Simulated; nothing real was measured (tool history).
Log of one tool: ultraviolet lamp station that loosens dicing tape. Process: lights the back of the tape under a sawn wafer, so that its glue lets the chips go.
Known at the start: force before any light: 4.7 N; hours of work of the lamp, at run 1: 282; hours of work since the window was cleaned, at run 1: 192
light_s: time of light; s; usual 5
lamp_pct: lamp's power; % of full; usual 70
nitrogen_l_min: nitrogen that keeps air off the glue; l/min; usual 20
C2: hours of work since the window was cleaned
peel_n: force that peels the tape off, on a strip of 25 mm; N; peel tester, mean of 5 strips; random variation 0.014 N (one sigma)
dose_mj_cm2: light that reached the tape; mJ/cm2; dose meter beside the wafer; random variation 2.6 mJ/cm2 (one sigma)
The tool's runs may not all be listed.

run 1 hour=0 | light_s=5 lamp_pct=70 nitrogen_l_min=20 | hours_of_work_of_the_lamp=282 C2=192 | peel_n=0.649 dose_mj_cm2=342
run 2 hour=40.6 | light_s=5 lamp_pct=70 nitrogen_l_min=20 | hours_of_work_of_the_lamp=314 C2=224 | peel_n=0.667 dose_mj_cm2=342
run 3 hour=130.4 | light_s=5 lamp_pct=70 nitrogen_l_min=20 | hours_of_work_of_the_lamp=384 C2=293 | peel_n=0.662 dose_mj_cm2=343
run 4 hour=185.3 | light_s=5 lamp_pct=70 nitrogen_l_min=24 | hours_of_work_of_the_lamp=426 C2=336 | peel_n=0.586 dose_mj_cm2=339
run 5 hour=230.9 | light_s=5 lamp_pct=70 nitrogen_l_min=24 | hours_of_work_of_the_lamp=462 C2=371 | peel_n=0.592 dose_mj_cm2=340
run 6 hour=325.5 | light_s=5 lamp_pct=70 nitrogen_l_min=24 | hours_of_work_of_the_lamp=535 C2=445 | peel_n=0.598 dose_mj_cm2=338
run 7 hour=398.2 | light_s=5 lamp_pct=61 nitrogen_l_min=20 | hours_of_work_of_the_lamp=591 C2=501 | peel_n=0.83 dose_mj_cm2=297
run 8 hour=492.7 | light_s=5 lamp_pct=61 nitrogen_l_min=20 | hours_of_work_of_the_lamp=665 C2=575 | peel_n=0.838 dose_mj_cm2=296
-- hour=499.5 window cleaned of glue's vapour
run 9 hour=539.3 | light_s=7 lamp_pct=70 nitrogen_l_min=20 | hours_of_work_of_the_lamp=701 C2=31 | peel_n=0.313 dose_mj_cm2=480
run 10 hour=608.6 | light_s=7 lamp_pct=70 nitrogen_l_min=20 | hours_of_work_of_the_lamp=754 C2=85 | peel_n=0.326 dose_mj_cm2=478
run 11 hour=705.1 | light_s=7 lamp_pct=70 nitrogen_l_min=20 | hours_of_work_of_the_lamp=829 C2=160 | peel_n=0.327 dose_mj_cm2=484
run 12 hour=803.6 | light_s=7 lamp_pct=70 nitrogen_l_min=20 | hours_of_work_of_the_lamp=906 C2=236 | peel_n=0.341 dose_mj_cm2=476
run 13 hour=863.6 | light_s=7 lamp_pct=70 nitrogen_l_min=20 | hours_of_work_of_the_lamp=952 C2=283 | peel_n=0.333 dose_mj_cm2=475
run 14 hour=960.3 | light_s=7 lamp_pct=70 nitrogen_l_min=20 | hours_of_work_of_the_lamp=1027 C2=358 | peel_n=0.315 dose_mj_cm2=485
run 15 hour=1036.3 | light_s=7 lamp_pct=70 nitrogen_l_min=20 | hours_of_work_of_the_lamp=1086 C2=417 | peel_n=0.347 dose_mj_cm2=480
run 16 hour=1129.4 | light_s=4 lamp_pct=70 nitrogen_l_min=20 | hours_of_work_of_the_lamp=1159 C2=489 | peel_n=0.982 dose_mj_cm2=270
run 17 hour=1176.4 | light_s=5 lamp_pct=70 nitrogen_l_min=20 | hours_of_work_of_the_lamp=1195 C2=526 | peel_n=0.634 dose_mj_cm2=345
-- hour=1246 window cleaned of glue's vapour
run 18 hour=1267.6 | light_s=5 lamp_pct=70 nitrogen_l_min=20 | hours_of_work_of_the_lamp=1266 C2=17 | peel_n=0.648 dose_mj_cm2=340
run 19 hour=1331.8 | light_s=5 lamp_pct=95 nitrogen_l_min=20 | hours_of_work_of_the_lamp=1316 C2=67 | peel_n=0.333 dose_mj_cm2=462
run 20 hour=1430.2 | light_s=5 lamp_pct=95 nitrogen_l_min=20 | hours_of_work_of_the_lamp=1392 C2=143 | peel_n=0.349 dose_mj_cm2=464
run 21 hour=1490.7 | light_s=5 lamp_pct=93 nitrogen_l_min=9 | hours_of_work_of_the_lamp=1439 C2=190 | peel_n=0.654 dose_mj_cm2=453
-- hour=1531.5 lamp changed
run 22 hour=1579.7 | light_s=7 lamp_pct=60 nitrogen_l_min=14 | hours_of_work_of_the_lamp=37 C2=258 | peel_n=0.596 dose_mj_cm2=421
run 23 hour=1675.8 | light_s=7 lamp_pct=60 nitrogen_l_min=14 | hours_of_work_of_the_lamp=112 C2=333 | peel_n=0.585 dose_mj_cm2=415
run 24 hour=1754 | light_s=5 lamp_pct=77 nitrogen_l_min=20 | hours_of_work_of_the_lamp=173 C2=394 | peel_n=0.549 dose_mj_cm2=378
run 25 hour=1834.1 | light_s=3 lamp_pct=70 nitrogen_l_min=11 | hours_of_work_of_the_lamp=235 C2=456 | peel_n=1.799 dose_mj_cm2=207
run 26 hour=1933.5 | light_s=4 lamp_pct=97 nitrogen_l_min=16 | hours_of_work_of_the_lamp=312 C2=533 | peel_n=0.602 dose_mj_cm2=378
-- hour=1988.5 window cleaned of glue's vapour
run 27 hour=1998.5 | light_s=3 lamp_pct=70 nitrogen_l_min=30 | hours_of_work_of_the_lamp=362 C2=8 | peel_n=1.195 dose_mj_cm2=206
run 28 hour=2053.9 | light_s=2 lamp_pct=90 nitrogen_l_min=30 | hours_of_work_of_the_lamp=405 C2=51 | peel_n=1.492 dose_mj_cm2=174
run 29 hour=2148.5 | light_s=5 lamp_pct=70 nitrogen_l_min=28 | hours_of_work_of_the_lamp=479 C2=124 | peel_n=0.53 dose_mj_cm2=340
run 30 hour=2210.6 | light_s=5 lamp_pct=70 nitrogen_l_min=32 | hours_of_work_of_the_lamp=527 C2=172 | peel_n=0.508 dose_mj_cm2=343
run 31 hour=2307 | light_s=5 lamp_pct=61 nitrogen_l_min=8 | hours_of_work_of_the_lamp=602 C2=247 | peel_n=1.323 dose_mj_cm2=299
run 32 hour=2389.2 | light_s=8 lamp_pct=61 nitrogen_l_min=12 | hours_of_work_of_the_lamp=666 C2=311 | peel_n=0.495 dose_mj_cm2=474
run 33 hour=2449.8 | light_s=7 lamp_pct=88 nitrogen_l_min=9 | hours_of_work_of_the_lamp=713 C2=358 | peel_n=0.382 dose_mj_cm2=600
run 34 hour=2504.9 | light_s=5 lamp_pct=99 nitrogen_l_min=12 | hours_of_work_of_the_lamp=755 C2=401 | peel_n=0.475 dose_mj_cm2=488
run 35 hour=2604.3 | light_s=3 lamp_pct=99 nitrogen_l_min=12 | hours_of_work_of_the_lamp=833 C2=478 | peel_n=1.123 dose_mj_cm2=291
run 36 hour=2692.3 | light_s=5 lamp_pct=84 nitrogen_l_min=11 | hours_of_work_of_the_lamp=901 C2=546 | peel_n=0.697 dose_mj_cm2=405
-- hour=2732 window cleaned of glue's vapour
run 37 hour=2733.4 | light_s=5 lamp_pct=81 nitrogen_l_min=15 | hours_of_work_of_the_lamp=932 C2=1 | peel_n=0.605 dose_mj_cm2=388
run 38 hour=2785.6 | light_s=2 lamp_pct=84 nitrogen_l_min=10 | hours_of_work_of_the_lamp=973 C2=42 | peel_n=2.217 dose_mj_cm2=165
run 39 hour=2838.3 | light_s=3 lamp_pct=70 nitrogen_l_min=7 | hours_of_work_of_the_lamp=1014 C2=83 | peel_n=2.04 dose_mj_cm2=206
run 40 hour=2926.7 | light_s=3 lamp_pct=70 nitrogen_l_min=9 | hours_of_work_of_the_lamp=1082 C2=151 | peel_n=1.886 dose_mj_cm2=205

Forecast each of these 5 alternatives for the next run:
run A hour=3018.8 | light_s=7 lamp_pct=98 nitrogen_l_min=20 | hours_of_work_of_the_lamp=1154 C2=223 | peel_n=? dose_mj_cm2=?
run B hour=3018.8 | light_s=4 lamp_pct=70 nitrogen_l_min=20 | hours_of_work_of_the_lamp=1154 C2=223 | peel_n=? dose_mj_cm2=?
run C hour=3018.8 | light_s=8 lamp_pct=90 nitrogen_l_min=9 | hours_of_work_of_the_lamp=1154 C2=223 | peel_n=? dose_mj_cm2=?
run D hour=3018.8 | light_s=3 lamp_pct=91 nitrogen_l_min=6 | hours_of_work_of_the_lamp=1154 C2=223 | peel_n=? dose_mj_cm2=?
run E hour=3018.8 | light_s=4 lamp_pct=70 nitrogen_l_min=20 | hours_of_work_of_the_lamp=1154 C2=223 | peel_n=? dose_mj_cm2=?

run=A peel_n=0.156 dose_mj_cm2=673
run=B peel_n=0.959 dose_mj_cm2=274
run=C peel_n=0.253 dose_mj_cm2=709
run=D peel_n=1.723 dose_mj_cm2=268
run=E peel_n=0.966 dose_mj_cm2=273
Without the tool's hidden state the same runs would have given:
run=A peel_n=0.155 dose_mj_cm2=674
run=B peel_n=0.956 dose_mj_cm2=274
run=C peel_n=0.251 dose_mj_cm2=711
run=D peel_n=1.719 dose_mj_cm2=268
run=E peel_n=0.962 dose_mj_cm2=273

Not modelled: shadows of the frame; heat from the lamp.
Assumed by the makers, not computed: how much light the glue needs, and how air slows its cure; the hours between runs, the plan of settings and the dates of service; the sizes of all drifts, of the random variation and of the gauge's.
